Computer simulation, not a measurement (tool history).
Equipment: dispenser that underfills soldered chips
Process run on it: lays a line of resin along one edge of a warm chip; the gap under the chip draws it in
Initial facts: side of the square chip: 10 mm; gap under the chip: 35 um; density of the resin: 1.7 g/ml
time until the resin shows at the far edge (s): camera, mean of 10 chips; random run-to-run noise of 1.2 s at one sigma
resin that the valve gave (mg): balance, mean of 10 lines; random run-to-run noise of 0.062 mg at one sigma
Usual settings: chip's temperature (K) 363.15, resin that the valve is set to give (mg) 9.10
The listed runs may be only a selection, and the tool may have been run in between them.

run	hour	chip's temperature (K)	resin that the valve is set to give (mg)	time until the resin shows at the far edge (s)	resin that the valve gave (mg)
1	0.0	363.15	9.10	119.5	8.34
2	4.5	377.15	9.10	72.4	8.36
# hour 7.9: new syringe of resin
3	10.5	349.15	9.10	246.4	8.26
# hour 16.8: new syringe of resin
4	21.0	349.15	9.10	261.0	8.13
# hour 26.3: new syringe of resin
5	27.5	349.15	9.32	237.7	8.32
# hour 35.1: new syringe of resin
6	35.1	363.15	9.10	114.3	8.10
# hour 44.2: new syringe of resin
7	44.2	374.15	9.10	70.6	8.06
# hour 53.2: new syringe of resin
8	54.1	350.15	9.10	223.6	7.98
# hour 59.8: dispensing valve cleaned and set on the balance
# hour 63.1: new syringe of resin
9	64.5	350.15	9.10	224.4	8.96
10	70.8	363.15	8.11	149.1	8.03
# hour 71.9: new syringe of resin
11	77.7	363.15	9.10	139.9	9.01
# hour 81.2: new syringe of resin
12	83.0	363.15	9.10	115.2	8.88
# hour 90.6: new syringe of resin
13	92.8	363.15	9.10	122.1	8.88
# hour 100.0: new syringe of resin
14	100.5	358.15	9.26	144.9	8.87
# hour 108.9: new syringe of resin
15	109.9	355.15	8.91	170.2	8.70
16	116.3	365.15	9.64	126.8	9.26
# hour 117.7: new syringe of resin
17	121.8	355.15	9.08	183.9	8.67
# hour 126.5: new syringe of resin
18	126.5	355.15	9.44	160.7	9.02
# hour 135.3: new syringe of resin
19	135.3	349.15	9.93	224.0	9.43
# hour 144.1: new syringe of resin
20	144.8	366.15	8.46	100.6	7.99
# hour 153.1: new syringe of resin
21	153.6	355.15	8.42	166.9	7.81
22	160.8	348.15	10.03	285.5	9.29
# hour 162.1: new syringe of resin
23	169.9	363.15	9.68	140.5	8.89
# hour 170.9: new syringe of resin
24	176.4	371.15	9.68	92.1	8.94
# hour 180.0: new syringe of resin
25	181.0	361.15	10.59	122.9	9.63
# hour 188.9: new syringe of resin
26	188.9	369.15	9.87	82.0	8.95

Alternative continuations, all from the tool just after run 26; predict every row:
A	196.4	353.15	10.91	?	?
B	196.4	354.15	11.41	?	?
C	196.4	375.15	9.87	?	?
D	196.4	353.15	9.81	?	?

run	time until the resin shows at the far edge (s)	resin that the valve gave (mg)
A	219.0	9.91
B	211.6	10.28
C	79.2	8.96
D	223.2	8.83
Take away the tool's hidden state, keep each run's random variation, and the runs would have read:
run	time until the resin shows at the far edge (s)	resin that the valve gave (mg)
A	191.1	10.96
B	184.8	11.37
C	67.9	9.90
D	193.7	9.77
